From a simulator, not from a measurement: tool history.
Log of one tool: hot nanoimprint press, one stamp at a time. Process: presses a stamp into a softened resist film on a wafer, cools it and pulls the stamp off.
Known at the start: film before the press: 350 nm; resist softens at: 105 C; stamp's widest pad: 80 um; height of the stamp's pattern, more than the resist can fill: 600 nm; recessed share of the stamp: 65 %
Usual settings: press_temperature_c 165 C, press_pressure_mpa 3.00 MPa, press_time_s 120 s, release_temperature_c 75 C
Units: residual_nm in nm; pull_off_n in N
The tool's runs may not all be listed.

run	hour	press_temperature_c	press_pressure_mpa	press_time_s	release_temperature_c	residual_nm	pull_off_n
1	0.0	165	3.00	120	75	139.5	111
# hour 40.8: stamp cleaned and given a new release coat
2	57.8	165	3.00	120	75	138.5	108
3	112.5	157	3.00	120	75	183.5	110
4	138.8	157	3.00	120	75	183.5	109
5	187.1	157	3.00	120	75	185.2	114
6	230.9	157	3.00	120	75	183.9	112
7	268.0	157	3.00	120	75	183.7	112
# hour 326.2: plate thermocouple calibrated
8	326.3	157	3.00	179	75	162.3	112
9	351.8	157	3.00	179	75	161.1	116
# hour 401.2: stamp cleaned and given a new release coat
10	411.4	157	3.00	179	75	162.4	110
11	451.9	163	3.00	120	75	152.0	107
12	485.5	163	3.00	120	75	152.2	112
13	514.9	163	3.00	120	75	152.3	109
14	549.8	165	4.78	120	77	112.5	108
15	595.1	165	4.78	120	77	113.9	111
# hour 627.7: plate thermocouple calibrated, once more
16	654.5	165	4.78	120	77	107.0	109

Forecast run 17:
17	689.6	165	4.78	120	77	?	?

{"run 17": {"residual_nm": 106.0, "pull_off_n": 110}}
Without the tool's hidden state the same run would have given residual_nm 105.1 nm, pull_off_n 105 N.
